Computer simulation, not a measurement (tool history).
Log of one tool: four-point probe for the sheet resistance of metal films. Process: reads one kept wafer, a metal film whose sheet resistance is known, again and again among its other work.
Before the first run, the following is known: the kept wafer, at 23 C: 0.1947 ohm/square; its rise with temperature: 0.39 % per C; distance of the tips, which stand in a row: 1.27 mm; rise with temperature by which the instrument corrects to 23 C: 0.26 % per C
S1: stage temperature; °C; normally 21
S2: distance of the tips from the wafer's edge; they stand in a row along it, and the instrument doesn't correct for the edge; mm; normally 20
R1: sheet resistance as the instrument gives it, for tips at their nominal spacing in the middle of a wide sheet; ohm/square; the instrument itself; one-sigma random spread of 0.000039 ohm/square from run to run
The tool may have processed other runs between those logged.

Run 1, hour 0.0: usual settings. Result: R1 0.195419 ohm/square.
Run 2, hour 27.1: usual settings. Result: R1 0.195487 ohm/square.
Run 3, hour 58.9: usual settings. Result: R1 0.195511 ohm/square.
Run 4, hour 79.6: usual settings. Result: R1 0.195498 ohm/square.
Run 5, hour 100.8: usual settings but S2 8 mm. Result: R1 0.197669 ohm/square.
Run 6, hour 127.5: usual settings but S2 8 mm. Result: R1 0.197676 ohm/square.
Run 7, hour 141.5: usual settings. Result: R1 0.195545 ohm/square.
Run 8, hour 159.9: usual settings but S1 28 °C. Result: R1 0.197230 ohm/square.
Run 9, hour 177.7: usual settings but S1 28 °C. Result: R1 0.197185 ohm/square.
Run 10, hour 193.6: usual settings but S1 28 °C, S2 4 mm. Result: R1 0.206922 ohm/square.
Run 11, hour 220.0: usual settings but S2 7 mm. Result: R1 0.198586 ohm/square.
Run 12, hour 245.6: usual settings but S2 7 mm. Result: R1 0.198577 ohm/square.
Run 13, hour 259.8: usual settings but S2 7 mm. Result: R1 0.198497 ohm/square.
Run 14, hour 290.8: usual settings but S2 7 mm. Result: R1 0.198576 ohm/square.
Run 15, hour 305.7: usual settings but S1 26 °C. Result: R1 0.196815 ohm/square.
At hour 308.1: stage's thermometer calibrated.
Run 16, hour 331.8: usual settings but S2 13 mm. Result: R1 0.196070 ohm/square.
Run 17, hour 351.6: usual settings but S2 13 mm. Result: R1 0.196071 ohm/square.
Run 18, hour 367.5: usual settings but S2 5 mm. Result: R1 0.201622 ohm/square.
Run 19, hour 387.2: usual settings but S1 19 °C, S2 62 mm. Result: R1 0.194700 ohm/square.
Run 20, hour 411.7: usual settings but S1 19 °C, S2 62 mm. Result: R1 0.194555 ohm/square.
At hour 414.8: stage's thermometer calibrated, once more.
Run 21, hour 439.6: usual settings but S1 19 °C, S2 71 mm. Result: R1 0.195044 ohm/square.
Run 22, hour 461.0: usual settings but S1 19 °C, S2 71 mm. Result: R1 0.194974 ohm/square.
Run 23, hour 478.4: usual settings but S1 19 °C, S2 71 mm. Result: R1 0.194980 ohm/square.
Run 24, hour 507.9: usual settings but S1 18 °C, S2 73 mm. Result: R1 0.194804 ohm/square.
Run 25, hour 521.7: usual settings but S1 19 °C, S2 23 mm. Result: R1 0.195378 ohm/square.
Run 26, hour 553.9: usual settings but S1 23 °C, S2 70 mm. Result: R1 0.196131 ohm/square.
Run 27, hour 574.4: usual settings but S1 23 °C, S2 70 mm. Result: R1 0.196124 ohm/square.
Run 28, hour 601.4: usual settings but S1 23 °C, S2 6 mm. Result: R1 0.200667 ohm/square.
Run 29, hour 621.5: usual settings but S1 19 °C, S2 5 mm. Result: R1 0.201554 ohm/square.
Run 30, hour 647.1: usual settings but S1 27 °C, S2 4 mm. Result: R1 0.207242 ohm/square.
Run 31, hour 672.4: usual settings but S1 24 °C, S2 30 mm. Result: R1 0.196553 ohm/square.

Selected run-to-run steps in R1, each split into two signed amounts: the part the tool would show with no hidden state at all (from settings, incoming material and random variation), and the remainder, which goes to the hidden state together with any gauge scatter not common to the measured and the hidden-state-free results:
What the log doesn't record here: inner tips' distance over the nominal, %; tips' flats over new ones', %; wafer's true temperature over the reading, C; drift of the gauge itself on sheet_ohm, %.
Run 9 -> 10: S2 20 -> 4. R1 +0.009737 ohm/square: hidden state +0.000048, all else +0.009689.
Run 10 -> 11: S1 28 -> 21, S2 4 -> 7. R1 -0.008336 ohm/square: hidden state -0.000028, all else -0.008308.
Run 15 -> 16: S1 26 -> 21, S2 20 -> 13, stage's thermometer calibrated. R1 -0.000745 ohm/square: hidden state -0.000112, all else -0.000633.
Run 20 -> 21: S2 62 -> 71, stage's thermometer calibrated, once more. R1 +0.000489 ohm/square: hidden state +0.000393, all else +0.000096.
Run 30 -> 31: S1 27 -> 24, S2 4 -> 30. R1 -0.010689 ohm/square: hidden state -0.000058, all else -0.010631.
